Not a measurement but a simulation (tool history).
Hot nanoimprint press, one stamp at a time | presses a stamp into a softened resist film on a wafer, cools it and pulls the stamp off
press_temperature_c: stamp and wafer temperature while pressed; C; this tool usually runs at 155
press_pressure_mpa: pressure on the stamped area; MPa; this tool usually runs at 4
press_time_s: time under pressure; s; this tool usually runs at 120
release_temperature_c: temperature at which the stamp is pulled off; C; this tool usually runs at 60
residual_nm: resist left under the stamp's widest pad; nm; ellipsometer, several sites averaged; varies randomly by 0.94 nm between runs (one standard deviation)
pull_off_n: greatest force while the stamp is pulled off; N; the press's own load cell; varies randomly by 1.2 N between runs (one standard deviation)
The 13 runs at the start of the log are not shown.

run   hour  press_temperature_c  press_pressure_mpa  press_time_s  release_temperature_c  hours of work since the thermocouple was calibrated  imprints on the stamp's release coat  hours of work since the press's seals were changed  residual_nm  pull_off_n
 14  149.5                  155                 4.7           120                     60                                                   27                                   214                                                 447        255.5         179
 15  157.9                  155                 4.7           120                     60                                                   34                                   259                                                 454        255.8         181
 16  164.1                  155                 4.7           120                     60                                                   38                                   292                                                 458        255.9         183
 17  171.9                  153                2.89            81                     57                                                   44                                   334                                                 464          411         190
 18  179.1                  153                2.89            81                     57                                                   49                                   372                                                 469        412.1         189
     188.4  -- plate thermocouple calibrated, once more
 19  194.3                  153                2.89            81                     57                                                    4                                   437                                                 478        381.1         191
 20  208.7                  153                2.89            81                     57                                                   15                                   515                                                 489        380.7         193
 21  223.3                  153                2.89           174                     52                                                   26                                   593                                                 500        291.2         205
 22  234.9                  153                2.89           174                     52                                                   34                                   655                                                 508          293         209
 23  245.4                  153                2.89           174                     52                                                   42                                   711                                                 516          293         209
 24  255.6                  153                2.89           174                     52                                                   50                                   766                                                 523        292.7         209
 25  262.4                  166                2.89           183                     52                                                   55                                   802                                                 528        123.5         213
 26  270.2                  166                2.63           166                     52                                                   60                                   844                                                 534          136         213
 27  284.6                  157                   4           120                     55                                                   71                                   921                                                 545        226.2         206
 28  297.3                  150                3.42           136                     55                                                   80                                   989                                                 554        367.9         208
 29  307.2                  160                   4           120                     54                                                   88                                  1042                                                 562          186         210
 30  320.8                  153                 5.2           120                     60                                                   98                                  1115                                                 572        263.2         199
     331.9  -- stamp cleaned and given a new release coat
 31  341.1                  153                 5.2           120                     60                                                  108                                    50                                                 582        264.2         177

Here are 3 independent what-if runs from the current tool condition. What would each one return?
  A   354                  161                 5.2           105                     60                                                  118                                   119                                                 592            ?           ?
  B   354                  155                   4           183                     54                                                  118                                   119                                                 592            ?           ?
  C   354                  163                 5.2           120                     60                                                  118                                   119                                                 592            ?           ?

run  residual_nm  pull_off_n
  A        162.5         175
  B        220.8         191
  C        136.1         177
Without the tool's hidden state the same runs would have given:
run  residual_nm  pull_off_n
  A        152.1         172
  B        208.3         187
  C        127.5         173
